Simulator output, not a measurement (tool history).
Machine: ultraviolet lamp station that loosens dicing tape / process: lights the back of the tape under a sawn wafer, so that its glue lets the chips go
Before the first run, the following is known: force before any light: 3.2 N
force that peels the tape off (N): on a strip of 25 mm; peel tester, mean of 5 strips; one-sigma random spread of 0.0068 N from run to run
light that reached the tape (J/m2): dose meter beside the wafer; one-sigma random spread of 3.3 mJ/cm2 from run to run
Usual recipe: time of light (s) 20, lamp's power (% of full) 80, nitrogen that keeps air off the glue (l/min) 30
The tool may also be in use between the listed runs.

| run | day | time of light (s) | lamp's power (% of full) | nitrogen that keeps air off the glue (l/min) | force that peels the tape off (N) | light that reached the tape (J/m2) |
|---|---|---|---|---|---|---|
| 1 | 0 | 20 | 80 | 30 | 0.231 | 5310 |
| 2 | 0.442 | 20 | 80 | 30 | 0.23 | 5400 |
| 3 | 1.083 | 20 | 80 | 25 | 0.243 | 5350 |
| 4 | 1.742 | 20 | 80 | 21 | 0.249 | 5350 |
| 5 | 2.217 | 20 | 80 | 21 | 0.249 | 5360 |
| 6 | 2.633 | 20 | 80 | 21 | 0.252 | 5360 |
| 7 | 3.012 | 20 | 80 | 30 | 0.243 | 5340 |
| 8 | 3.504 | 20 | 80 | 30 | 0.217 | 5420 |
| 9 | 3.825 | 20 | 80 | 24 | 0.233 | 5330 |
| 10 | 4.196 | 20 | 80 | 24 | 0.252 | 5400 |
| 11 | 4.921 | 20 | 80 | 24 | 0.234 | 5390 |
| 12 | 5.296 | 20 | 80 | 24 | 0.236 | 5410 |
| 13 | 5.596 | 20 | 74 | 30 | 0.249 | 4970 |
| 14 | 6.217 | 20 | 73 | 30 | 0.246 | 4840 |
| 15 | 6.717 | 20 | 73 | 30 | 0.258 | 4860 |
| 16 | 7.146 | 13 | 80 | 34 | 0.413 | 3490 |
| 17 | 7.542 | 13 | 80 | 34 | 0.394 | 3480 |
| 18 | 8.008 | 10 | 80 | 9 | 0.855 | 2710 |
| 19 | 8.354 | 14 | 81 | 10 | 0.518 | 3740 |
| 20 | 8.896 | 11 | 85 | 10 | 0.655 | 3170 |
|  | 9.421 | window cleaned of glue's vapour |
| 21 | 9.538 | 11 | 85 | 10 | 0.661 | 3130 |
| 22 | 9.942 | 11 | 85 | 10 | 0.658 | 3120 |
| 23 | 10.25 | 11 | 85 | 10 | 0.664 | 3170 |
| 24 | 10.892 | 23 | 85 | 12 | 0.228 | 6530 |
| 25 | 11.329 | 32 | 67 | 28 | 0.183 | 7130 |
| 26 | 11.854 | 32 | 67 | 28 | 0.183 | 7180 |
| 27 | 12.467 | 16 | 71 | 25 | 0.382 | 3810 |
| 28 | 12.938 | 20 | 65 | 30 | 0.273 | 4360 |
| 29 | 13.438 | 20 | 71 | 24 | 0.294 | 4720 |

Predict each of these 3 candidate next runs independently; none follows another, all start after run 29:
| A | 13.996 | 17 | 84 | 32 | ? | ? |
| B | 13.996 | 20 | 63 | 30 | ? | ? |
| C | 13.996 | 20 | 80 | 13 | ? | ? |

| run | force that peels the tape off (N) | light that reached the tape (J/m2) |
|---|---|---|
| A | 0.27 | 4790 |
| B | 0.31 | 4180 |
| C | 0.281 | 5330 |
Without the tool's unlogged condition, the same runs would have read:
| run | force that peels the tape off (N) | light that reached the tape (J/m2) |
|---|---|---|
| A | 0.27 | 4790 |
| B | 0.309 | 4190 |
| C | 0.28 | 5340 |
